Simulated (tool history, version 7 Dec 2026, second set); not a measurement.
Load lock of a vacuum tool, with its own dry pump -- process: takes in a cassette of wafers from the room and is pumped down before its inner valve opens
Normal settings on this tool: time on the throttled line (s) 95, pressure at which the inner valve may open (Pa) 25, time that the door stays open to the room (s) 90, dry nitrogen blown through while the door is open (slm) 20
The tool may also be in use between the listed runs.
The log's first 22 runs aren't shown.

run	hour	time on the throttled line (s)	pressure at which the inner valve may open (Pa)	time that the door stays open to the room (s)	dry nitrogen blown through while the door is open (slm)	incoming humidity of the room's air, %	time from the closed door until the inner valve may open (s)	rise of the pressure with all valves shut (Pa/min)
23	5933.2	49	27	150	7	45	102.7	0.089
24	6235.7	101	22	31	40	49.1	148.3	0.048
25	6517	95	22	27	6	46.4	143.4	0.07
26	6836.8	95	22	27	6	41.1	144.4	0.072
27	7068.2	122	19	162	9	47	167.7	0.118
28	7323.9	122	19	162	9	45.7	166.9	0.117
29	7590	122	25	117	8	48.9	165.9	0.122
30	7905.8	122	25	117	8	45.3	166	0.134
31	8111.1	122	25	117	8	40	166.4	0.13
32	8316.8	122	25	117	8	46.1	165.8	0.155
33	8551.6	95	25	29	5	44.9	144	0.131
34	8736.5	103	25	90	8	46.5	149.9	0.162

Each row is a separate what-if for the run after 34, all from the same tool condition, not one after another. Results?
A	8952.2	70	47	90	6	45.7	?	?
B	8952.2	95	25	186	13	41.3	?	?
C	8952.2	103	27	67	8	45.6	?	?
D	8952.2	72	25	159	17	47.8	?	?

run	time from the closed door until the inner valve may open (s)	rise of the pressure with all valves shut (Pa/min)
A	117.9	0.168
B	144.1	0.167
C	149.3	0.163
D	124.9	0.172
Stripped of hidden state, with their random variation kept, the same runs would have yielded:
run	time from the closed door until the inner valve may open (s)	rise of the pressure with all valves shut (Pa/min)
A	113.4	0.063
B	139.5	0.06
C	145	0.058
D	119.8	0.064
